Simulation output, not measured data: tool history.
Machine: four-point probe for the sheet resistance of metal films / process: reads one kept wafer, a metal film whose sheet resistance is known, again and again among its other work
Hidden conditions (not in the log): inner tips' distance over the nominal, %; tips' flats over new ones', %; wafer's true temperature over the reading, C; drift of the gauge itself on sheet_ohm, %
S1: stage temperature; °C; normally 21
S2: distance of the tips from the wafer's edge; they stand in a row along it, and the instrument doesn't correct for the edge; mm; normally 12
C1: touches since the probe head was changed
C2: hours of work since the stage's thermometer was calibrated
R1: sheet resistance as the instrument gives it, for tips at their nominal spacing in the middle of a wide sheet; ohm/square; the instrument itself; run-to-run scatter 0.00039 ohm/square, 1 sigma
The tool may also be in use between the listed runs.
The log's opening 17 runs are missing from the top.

{"hour": 339.9, "done": "stage's thermometer calibrated"}
{"run": 18, "hour": 356.9, "S1": 28, "S2": 12, "C1": 7034, "C2": 10, "R1": 1.960795}
{"run": 19, "hour": 371.4, "S1": 28, "S2": 12, "C1": 7761, "C2": 18, "R1": 1.960165}
{"run": 20, "hour": 392.2, "S1": 34, "S2": 3, "C1": 8807, "C2": 31, "R1": 2.064868}
{"run": 21, "hour": 408.9, "S1": 23, "S2": 24, "C1": 9649, "C2": 40, "R1": 1.95284}
{"run": 22, "hour": 424.3, "S1": 23, "S2": 24, "C1": 10424, "C2": 49, "R1": 1.953731}
{"run": 23, "hour": 437.6, "S1": 23, "S2": 24, "C1": 11094, "C2": 57, "R1": 1.953409}
{"run": 24, "hour": 450.3, "S1": 27, "S2": 36, "C1": 11729, "C2": 65, "R1": 1.953048}
{"hour": 463.9, "done": "stage's thermometer calibrated, once more"}
{"run": 25, "hour": 472.6, "S1": 32, "S2": 16, "C1": 12827, "C2": 5, "R1": 1.958524}
{"run": 26, "hour": 485.4, "S1": 32, "S2": 16, "C1": 13469, "C2": 13, "R1": 1.958009}
{"run": 27, "hour": 497.2, "S1": 21, "S2": 4, "C1": 14066, "C2": 20, "R1": 2.014079}
{"run": 28, "hour": 509.9, "S1": 21, "S2": 12, "C1": 14702, "C2": 27, "R1": 1.958263}
{"run": 29, "hour": 522.8, "S1": 25, "S2": 20, "C1": 15353, "C2": 35, "R1": 1.954658}
{"run": 30, "hour": 537.2, "S1": 25, "S2": 20, "C1": 16079, "C2": 43, "R1": 1.953369}
{"run": 31, "hour": 558.4, "S1": 28, "S2": 12, "C1": 17146, "C2": 55, "R1": 1.958906}
{"run": 32, "hour": 579.9, "S1": 28, "S2": 12, "C1": 18224, "C2": 68, "R1": 1.959474}
{"run": 33, "hour": 602.9, "S1": 21, "S2": 40, "C1": 19380, "C2": 81, "R1": 1.95017}
{"run": 34, "hour": 614.8, "S1": 21, "S2": 33, "C1": 19978, "C2": 88, "R1": 1.950158}
{"run": 35, "hour": 638.3, "S1": 27, "S2": 35, "C1": 21162, "C2": 102, "R1": 1.951663}

Below are 5 alternative next runs, each starting from the tool's condition after run 35. Predict each:
{"run": "A", "hour": 658.5, "S1": 23, "S2": 20, "C1": 22179, "C2": 114, "R1": "?"}
{"run": "B", "hour": 658.5, "S1": 27, "S2": 16, "C1": 22179, "C2": 114, "R1": "?"}
{"run": "C", "hour": 658.5, "S1": 27, "S2": 5, "C1": 22179, "C2": 114, "R1": "?"}
{"run": "D", "hour": 658.5, "S1": 29, "S2": 18, "C1": 22179, "C2": 114, "R1": "?"}
{"run": "E", "hour": 658.5, "S1": 24, "S2": 44, "C1": 22179, "C2": 114, "R1": "?"}

run=A R1=1.952500
run=B R1=1.955093
run=C R1=1.991623
run=D R1=1.955052
run=E R1=1.950436
The same runs, with their run-to-run variation unchanged, on a tool lacking any hidden condition would have given:
run=A R1=1.958393
run=B R1=1.960990
run=C R1=1.997622
run=D R1=1.960948
run=E R1=1.956322

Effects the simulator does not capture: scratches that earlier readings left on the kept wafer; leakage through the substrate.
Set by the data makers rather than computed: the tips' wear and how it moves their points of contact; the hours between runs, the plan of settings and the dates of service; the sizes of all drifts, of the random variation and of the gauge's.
